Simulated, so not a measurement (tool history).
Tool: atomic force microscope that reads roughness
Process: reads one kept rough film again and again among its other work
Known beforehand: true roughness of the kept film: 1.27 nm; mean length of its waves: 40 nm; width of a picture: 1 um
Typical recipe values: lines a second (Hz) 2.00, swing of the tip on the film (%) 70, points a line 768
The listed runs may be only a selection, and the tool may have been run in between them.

run     day  lines a second (Hz)  swing of the tip on the film (%)  points a line  roughness of the kept film (nm (root mean square))
  1   0.000                 2.00                                70            768                                               1.148
  2   1.038                 2.00                                70            768                                               1.140
  3   1.704                 2.00                                70            335                                               1.140
  4   2.421                 2.00                                70            335                                               1.134
  5   3.446                 1.51                                70            768                                               1.139
  6   4.638                 2.00                                74            768                                               1.108
      5.167  -- new tip fitted
  7   5.712                 2.00                                74            768                                               1.177
  8   6.996                 2.00                                74            768                                               1.159
  9   7.892                 0.65                                70            768                                               1.200
 10   8.767                 0.65                                70            325                                               1.198
 11  10.288                 0.65                                70            325                                               1.179
 12  11.108                 0.65                                70            325                                               1.172

What will run 13 give?
 13  12.212                 0.65                                70            325                                                   ?

{"run 13": {"roughness of the kept film (nm (root mean square))": 1.169}}
Minus the tool's unlogged condition, the same run would have read roughness of the kept film (nm (root mean square)) 1.221.

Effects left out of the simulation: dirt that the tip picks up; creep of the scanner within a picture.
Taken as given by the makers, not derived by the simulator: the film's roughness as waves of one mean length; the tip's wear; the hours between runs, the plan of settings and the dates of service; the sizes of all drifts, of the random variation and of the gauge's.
